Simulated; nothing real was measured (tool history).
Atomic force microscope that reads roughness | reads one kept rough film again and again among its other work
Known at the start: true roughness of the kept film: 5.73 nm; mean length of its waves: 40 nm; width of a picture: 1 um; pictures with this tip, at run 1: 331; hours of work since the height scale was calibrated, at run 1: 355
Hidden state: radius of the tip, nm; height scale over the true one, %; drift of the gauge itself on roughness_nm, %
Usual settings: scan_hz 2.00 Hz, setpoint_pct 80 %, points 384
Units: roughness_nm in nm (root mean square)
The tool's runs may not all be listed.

run	hour	scan_hz	setpoint_pct	points	pictures with this tip	hours of work since the height scale was calibrated	roughness_nm
1	0.0	2.00	80	384	331	355	4.757
# hour 23.2: new tip fitted
2	29.5	2.00	80	384	9	374	4.725
3	48.7	2.00	80	384	33	387	4.722
4	63.6	2.00	80	384	53	397	4.719
5	81.4	2.00	78	384	76	409	4.804
6	97.9	2.00	80	384	97	420	4.758
7	118.4	2.00	80	384	123	434	4.729
8	145.3	2.00	80	384	158	452	4.738
9	176.5	3.49	80	384	198	472	4.379
10	207.6	3.49	80	384	238	493	4.372
11	237.8	2.00	80	909	277	513	4.790
12	258.4	2.00	80	909	304	527	4.758
13	275.5	2.00	80	909	326	539	4.770
14	300.8	2.00	80	909	359	555	4.755
# hour 303.2: new tip fitted
15	316.8	2.00	80	442	18	566	4.719
16	344.7	2.00	80	442	54	584	4.768
17	359.2	2.00	80	384	72	594	4.740
18	391.1	2.00	80	384	114	615	4.729
19	408.9	2.00	80	384	137	627	4.711
20	442.2	2.00	88	384	179	649	4.507
21	475.9	2.00	88	384	223	672	4.509
22	503.9	2.00	80	384	259	691	4.751
23	518.1	2.00	80	384	277	700	4.746
24	535.5	2.00	80	384	300	712	4.737
25	554.9	2.00	80	384	325	725	4.726
# hour 582.6: new tip fitted
26	582.6	2.00	80	384	0	743	4.749
27	612.9	2.00	80	384	39	763	4.760
28	633.3	2.00	80	384	65	777	4.724
29	649.0	2.00	73	540	86	787	4.931
30	673.5	2.00	73	540	117	804	4.914
31	701.5	2.00	73	540	153	822	4.903
32	722.1	2.19	78	288	180	836	4.686
33	737.4	2.19	78	288	200	846	4.721
34	770.1	2.19	78	288	242	868	4.724
35	791.4	2.19	56	586	269	882	5.138
36	822.1	2.00	67	763	309	903	5.002
37	850.9	2.00	59	384	346	922	5.083
# hour 863.4: new tip fitted
38	873.1	0.68	64	384	12	936	5.243
39	896.7	0.68	64	384	43	952	5.260
40	924.3	0.75	80	939	78	971	5.111
41	946.3	0.59	71	882	107	985	5.230
42	962.1	0.66	60	291	127	996	5.233
43	986.0	0.66	60	291	158	1012	5.266
# hour 997.2: height scale calibrated on a step standard
44	1013.5	1.38	68	384	192	11	5.084
45	1037.4	2.00	80	283	223	27	4.718
46	1067.3	2.00	80	283	261	47	4.707
47	1098.8	2.00	82	850	302	68	4.696
48	1127.9	0.65	80	384	340	87	5.100
# hour 1145.5: new tip fitted
49	1149.4	0.65	80	384	5	101	5.105
50	1183.8	3.75	71	680	49	124	4.681
51	1210.7	2.00	68	433	84	142	5.051
52	1225.1	2.00	65	258	102	152	5.049
53	1244.2	1.28	86	295	127	165	4.834

Forecast each of these 4 alternatives for the next run:
A	1272.1	1.28	86	489	163	183	?
B	1272.1	2.00	80	279	163	183	?
C	1272.1	1.88	86	295	163	183	?
D	1272.1	2.00	62	384	163	183	?

run	roughness_nm
A	4.816
B	4.735
C	4.611
D	5.066
Without the tool's hidden state the same runs would have given:
run	roughness_nm
A	4.825
B	4.744
C	4.620
D	5.076

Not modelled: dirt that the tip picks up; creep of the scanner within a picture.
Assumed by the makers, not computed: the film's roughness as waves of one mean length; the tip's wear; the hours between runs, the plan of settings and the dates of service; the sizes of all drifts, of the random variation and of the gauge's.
